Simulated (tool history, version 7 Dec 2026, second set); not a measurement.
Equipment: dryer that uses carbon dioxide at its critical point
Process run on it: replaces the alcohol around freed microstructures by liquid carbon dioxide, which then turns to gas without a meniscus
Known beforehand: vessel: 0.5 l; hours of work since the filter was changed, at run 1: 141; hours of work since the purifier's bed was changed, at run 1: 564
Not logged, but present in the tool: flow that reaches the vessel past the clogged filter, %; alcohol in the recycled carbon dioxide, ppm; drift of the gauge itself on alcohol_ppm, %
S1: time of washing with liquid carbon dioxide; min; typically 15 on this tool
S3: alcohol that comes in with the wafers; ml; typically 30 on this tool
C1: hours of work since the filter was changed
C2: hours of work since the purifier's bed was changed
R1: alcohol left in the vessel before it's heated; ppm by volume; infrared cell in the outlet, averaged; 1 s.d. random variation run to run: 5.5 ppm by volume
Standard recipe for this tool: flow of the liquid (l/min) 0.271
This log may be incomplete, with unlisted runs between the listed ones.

run 1 hour=0.0 | S1=15 flow_of_the_liquid_(l/min)=0.271 S3=30 | C1=141 C2=564 | R1=269
run 2 hour=18.7 | S1=15 flow_of_the_liquid_(l/min)=0.271 S3=30 | C1=155 C2=579 | R1=277
run 3 hour=30.9 | S1=15 flow_of_the_liquid_(l/min)=0.271 S3=30 | C1=165 C2=589 | R1=292
run 4 hour=44.4 | S1=20 flow_of_the_liquid_(l/min)=0.271 S3=30 | C1=176 C2=600 | R1=88
run 5 hour=61.6 | S1=15 flow_of_the_liquid_(l/min)=0.271 S3=83 | C1=190 C2=613 | R1=749
run 6 hour=83.4 | S1=15 flow_of_the_liquid_(l/min)=0.271 S3=83 | C1=207 C2=631 | R1=783
run 7 hour=94.8 | S1=15 flow_of_the_liquid_(l/min)=0.271 S3=83 | C1=216 C2=640 | R1=805
run 8 hour=113.3 | S1=15 flow_of_the_liquid_(l/min)=0.271 S3=83 | C1=231 C2=655 | R1=826
run 9 hour=130.5 | S1=15 flow_of_the_liquid_(l/min)=0.271 S3=83 | C1=245 C2=668 | R1=871
run 10 hour=151.1 | S1=15 flow_of_the_liquid_(l/min)=0.271 S3=25 | C1=261 C2=685 | R1=317
run 11 hour=160.7 | S1=15 flow_of_the_liquid_(l/min)=0.271 S3=30 | C1=269 C2=692 | R1=377
run 12 hour=183.7 | S1=15 flow_of_the_liquid_(l/min)=0.166 S3=30 | C1=287 C2=711 | R1=2787
run 13 hour=206.6 | S1=15 flow_of_the_liquid_(l/min)=0.166 S3=30 | C1=305 C2=729 | R1=2878
run 14 hour=226.9 | S1=15 flow_of_the_liquid_(l/min)=0.393 S3=119 | C1=322 C2=745 | R1=189
run 15 hour=248.1 | S1=11 flow_of_the_liquid_(l/min)=0.271 S3=30 | C1=339 C2=762 | R1=1563
run 16 hour=266.1 | S1=14 flow_of_the_liquid_(l/min)=0.228 S3=106 | C1=353 C2=777 | R1=4414
-- hour=269.0 inlet filter changed
run 17 hour=289.5 | S1=14 flow_of_the_liquid_(l/min)=0.228 S3=106 | C1=16 C2=794 | R1=2136
run 18 hour=304.0 | S1=17 flow_of_the_liquid_(l/min)=0.274 S3=34 | C1=28 C2=806 | R1=141
run 19 hour=322.3 | S1=17 flow_of_the_liquid_(l/min)=0.274 S3=34 | C1=43 C2=821 | R1=141
run 20 hour=344.7 | S1=19 flow_of_the_liquid_(l/min)=0.274 S3=87 | C1=60 C2=838 | R1=172
run 21 hour=366.8 | S1=22 flow_of_the_liquid_(l/min)=0.243 S3=49 | C1=78 C2=856 | R1=120
run 22 hour=379.3 | S1=16 flow_of_the_liquid_(l/min)=0.243 S3=102 | C1=88 C2=866 | R1=898
run 23 hour=395.3 | S1=10 flow_of_the_liquid_(l/min)=0.324 S3=20 | C1=101 C2=879 | R1=476

5 options for the next run, each taken on its own from the tool as it stands now. Forecast them:
run A hour=417.4 | S1=18 flow_of_the_liquid_(l/min)=0.187 S3=87 | C1=118 C2=896 | R1=?
run B hour=417.4 | S1=22 flow_of_the_liquid_(l/min)=0.191 S3=20 | C1=118 C2=896 | R1=?
run C hour=417.4 | S1=13 flow_of_the_liquid_(l/min)=0.300 S3=48 | C1=118 C2=896 | R1=?
run D hour=417.4 | S1=10 flow_of_the_liquid_(l/min)=0.309 S3=42 | C1=118 C2=896 | R1=?
run E hour=417.4 | S1=19 flow_of_the_liquid_(l/min)=0.204 S3=21 | C1=118 C2=896 | R1=?

run=A R1=1800
run=B R1=193
run=C R1=468
run=D R1=1162
run=E R1=274
Take away the tool's hidden state, keep each run's random variation, and the runs would have read:
run=A R1=1306
run=B R1=92
run=C R1=290
run=D R1=842
run=E R1=154

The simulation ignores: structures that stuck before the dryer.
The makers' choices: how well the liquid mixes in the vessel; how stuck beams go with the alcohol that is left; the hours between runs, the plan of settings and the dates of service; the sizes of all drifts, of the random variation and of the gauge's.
